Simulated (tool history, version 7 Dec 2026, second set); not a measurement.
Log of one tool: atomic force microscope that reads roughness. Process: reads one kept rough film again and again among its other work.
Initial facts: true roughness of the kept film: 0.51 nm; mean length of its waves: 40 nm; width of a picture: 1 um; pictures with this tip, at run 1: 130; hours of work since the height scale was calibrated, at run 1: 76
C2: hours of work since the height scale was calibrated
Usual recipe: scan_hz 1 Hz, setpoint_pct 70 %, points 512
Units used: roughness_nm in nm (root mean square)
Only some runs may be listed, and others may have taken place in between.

{"run": 1, "hour": 0.0, "scan_hz": 1, "setpoint_pct": 70, "points": 512, "pictures with this tip": 130, "C2": 76, "roughness_nm": 0.485}
{"hour": 1.2, "done": "new tip fitted"}
{"run": 2, "hour": 10.2, "scan_hz": 1, "setpoint_pct": 70, "points": 512, "pictures with this tip": 10, "C2": 81, "roughness_nm": 0.494}
{"run": 3, "hour": 16.2, "scan_hz": 1, "setpoint_pct": 70, "points": 642, "pictures with this tip": 17, "C2": 85, "roughness_nm": 0.496}
{"run": 4, "hour": 22.9, "scan_hz": 1, "setpoint_pct": 70, "points": 642, "pictures with this tip": 25, "C2": 88, "roughness_nm": 0.495}
{"run": 5, "hour": 31.9, "scan_hz": 1, "setpoint_pct": 70, "points": 642, "pictures with this tip": 35, "C2": 93, "roughness_nm": 0.496}
{"run": 6, "hour": 39.9, "scan_hz": 1, "setpoint_pct": 71, "points": 512, "pictures with this tip": 44, "C2": 97, "roughness_nm": 0.495}
{"run": 7, "hour": 44.8, "scan_hz": 1, "setpoint_pct": 71, "points": 512, "pictures with this tip": 50, "C2": 100, "roughness_nm": 0.492}
{"run": 8, "hour": 53.3, "scan_hz": 1, "setpoint_pct": 71, "points": 840, "pictures with this tip": 60, "C2": 104, "roughness_nm": 0.494}
{"run": 9, "hour": 62.1, "scan_hz": 1, "setpoint_pct": 63, "points": 512, "pictures with this tip": 70, "C2": 109, "roughness_nm": 0.494}
{"run": 10, "hour": 72.3, "scan_hz": 1, "setpoint_pct": 63, "points": 512, "pictures with this tip": 81, "C2": 114, "roughness_nm": 0.494}
{"run": 11, "hour": 78.1, "scan_hz": 3.72, "setpoint_pct": 70, "points": 512, "pictures with this tip": 88, "C2": 118, "roughness_nm": 0.469}
{"run": 12, "hour": 86.2, "scan_hz": 3.72, "setpoint_pct": 70, "points": 512, "pictures with this tip": 97, "C2": 122, "roughness_nm": 0.469}
{"run": 13, "hour": 90.9, "scan_hz": 1, "setpoint_pct": 70, "points": 512, "pictures with this tip": 103, "C2": 124, "roughness_nm": 0.488}
{"run": 14, "hour": 101.2, "scan_hz": 1, "setpoint_pct": 70, "points": 512, "pictures with this tip": 114, "C2": 130, "roughness_nm": 0.487}
{"run": 15, "hour": 110.0, "scan_hz": 1, "setpoint_pct": 70, "points": 512, "pictures with this tip": 125, "C2": 134, "roughness_nm": 0.487}
{"hour": 116.2, "done": "new tip fitted"}
{"run": 16, "hour": 117.3, "scan_hz": 1, "setpoint_pct": 70, "points": 512, "pictures with this tip": 1, "C2": 138, "roughness_nm": 0.496}
{"run": 17, "hour": 122.6, "scan_hz": 1, "setpoint_pct": 70, "points": 512, "pictures with this tip": 7, "C2": 141, "roughness_nm": 0.497}
{"run": 18, "hour": 127.0, "scan_hz": 1, "setpoint_pct": 70, "points": 512, "pictures with this tip": 12, "C2": 143, "roughness_nm": 0.497}
{"run": 19, "hour": 136.3, "scan_hz": 1, "setpoint_pct": 70, "points": 512, "pictures with this tip": 23, "C2": 148, "roughness_nm": 0.494}
{"run": 20, "hour": 141.7, "scan_hz": 1, "setpoint_pct": 58, "points": 512, "pictures with this tip": 29, "C2": 151, "roughness_nm": 0.499}
{"run": 21, "hour": 148.1, "scan_hz": 1, "setpoint_pct": 59, "points": 512, "pictures with this tip": 37, "C2": 154, "roughness_nm": 0.496}
{"run": 22, "hour": 155.2, "scan_hz": 3.06, "setpoint_pct": 78, "points": 909, "pictures with this tip": 45, "C2": 158, "roughness_nm": 0.462}
{"run": 23, "hour": 163.8, "scan_hz": 3.61, "setpoint_pct": 83, "points": 657, "pictures with this tip": 55, "C2": 163, "roughness_nm": 0.443}
{"run": 24, "hour": 174.5, "scan_hz": 2.81, "setpoint_pct": 57, "points": 512, "pictures with this tip": 67, "C2": 168, "roughness_nm": 0.489}
{"run": 25, "hour": 180.4, "scan_hz": 2.81, "setpoint_pct": 57, "points": 512, "pictures with this tip": 74, "C2": 172, "roughness_nm": 0.492}
{"run": 26, "hour": 186.0, "scan_hz": 1.83, "setpoint_pct": 57, "points": 747, "pictures with this tip": 80, "C2": 175, "roughness_nm": 0.491}
{"run": 27, "hour": 191.7, "scan_hz": 1.81, "setpoint_pct": 88, "points": 512, "pictures with this tip": 87, "C2": 178, "roughness_nm": 0.461}
{"hour": 193.6, "done": "height scale calibrated on a step standard"}
{"run": 28, "hour": 197.7, "scan_hz": 1.81, "setpoint_pct": 88, "points": 446, "pictures with this tip": 92, "C2": 2, "roughness_nm": 0.463}
{"run": 29, "hour": 204.1, "scan_hz": 1.81, "setpoint_pct": 78, "points": 510, "pictures with this tip": 100, "C2": 6, "roughness_nm": 0.474}
{"run": 30, "hour": 210.7, "scan_hz": 0.87, "setpoint_pct": 62, "points": 275, "pictures with this tip": 107, "C2": 9, "roughness_nm": 0.487}
{"run": 31, "hour": 220.5, "scan_hz": 0.72, "setpoint_pct": 85, "points": 478, "pictures with this tip": 118, "C2": 14, "roughness_nm": 0.484}
{"hour": 227.8, "done": "height scale calibrated on a step standard, once more"}
{"run": 32, "hour": 228.1, "scan_hz": 1.92, "setpoint_pct": 88, "points": 342, "pictures with this tip": 126, "C2": 0, "roughness_nm": 0.457}
{"hour": 232.7, "done": "new tip fitted"}
{"run": 33, "hour": 236.2, "scan_hz": 1.92, "setpoint_pct": 88, "points": 342, "pictures with this tip": 4, "C2": 4, "roughness_nm": 0.465}
{"run": 34, "hour": 243.0, "scan_hz": 1.92, "setpoint_pct": 82, "points": 265, "pictures with this tip": 12, "C2": 8, "roughness_nm": 0.473}
{"run": 35, "hour": 251.3, "scan_hz": 1.92, "setpoint_pct": 82, "points": 265, "pictures with this tip": 21, "C2": 12, "roughness_nm": 0.472}
{"run": 36, "hour": 257.8, "scan_hz": 2.02, "setpoint_pct": 73, "points": 288, "pictures with this tip": 28, "C2": 16, "roughness_nm": 0.48}
{"run": 37, "hour": 263.5, "scan_hz": 2.73, "setpoint_pct": 69, "points": 330, "pictures with this tip": 35, "C2": 19, "roughness_nm": 0.478}
{"run": 38, "hour": 274.1, "scan_hz": 2.73, "setpoint_pct": 69, "points": 330, "pictures with this tip": 47, "C2": 24, "roughness_nm": 0.48}
{"run": 39, "hour": 282.4, "scan_hz": 2.73, "setpoint_pct": 88, "points": 620, "pictures with this tip": 57, "C2": 29, "roughness_nm": 0.45}
{"run": 40, "hour": 292.9, "scan_hz": 2.73, "setpoint_pct": 88, "points": 620, "pictures with this tip": 69, "C2": 34, "roughness_nm": 0.446}
{"run": 41, "hour": 299.1, "scan_hz": 1.29, "setpoint_pct": 88, "points": 533, "pictures with this tip": 76, "C2": 38, "roughness_nm": 0.472}
{"run": 42, "hour": 304.8, "scan_hz": 3.37, "setpoint_pct": 77, "points": 332, "pictures with this tip": 82, "C2": 41, "roughness_nm": 0.459}

Difference, measured minus no-hidden-state, one row per run. Run-to-run variation is common to both terms; the gauge's own scatter need not be:
The tool's hidden condition here consists of: radius of the tip, nm; height scale over the true one, %; drift of the gauge itself on roughness_nm, %.
run=1 roughness_nm=-0.01
run=2 roughness_nm=-0.001
run=3 roughness_nm=-0.002
run=4 roughness_nm=-0.003
run=5 roughness_nm=-0.004
run=6 roughness_nm=-0.004
run=7 roughness_nm=-0.004
run=8 roughness_nm=-0.006
run=9 roughness_nm=-0.007
run=10 roughness_nm=-0.007
run=11 roughness_nm=-0.007
run=12 roughness_nm=-0.009
run=13 roughness_nm=-0.009
run=14 roughness_nm=-0.01
run=15 roughness_nm=-0.011
run=16 roughness_nm=-0.001
run=17 roughness_nm=-0.001
run=18 roughness_nm=-0.002
run=19 roughness_nm=-0.003
run=20 roughness_nm=-0.004
run=21 roughness_nm=-0.004
run=22 roughness_nm=-0.004
run=23 roughness_nm=-0.005
run=24 roughness_nm=-0.007
run=25 roughness_nm=-0.007
run=26 roughness_nm=-0.007
run=27 roughness_nm=-0.007
run=28 roughness_nm=-0.008
run=29 roughness_nm=-0.009
run=30 roughness_nm=-0.01
run=31 roughness_nm=-0.011
run=32 roughness_nm=-0.009
run=33 roughness_nm=+0
run=34 roughness_nm=+0
run=35 roughness_nm=-0.001
run=36 roughness_nm=-0.002
run=37 roughness_nm=-0.003
run=38 roughness_nm=-0.003
run=39 roughness_nm=-0.004
run=40 roughness_nm=-0.005
run=41 roughness_nm=-0.006
run=42 roughness_nm=-0.006
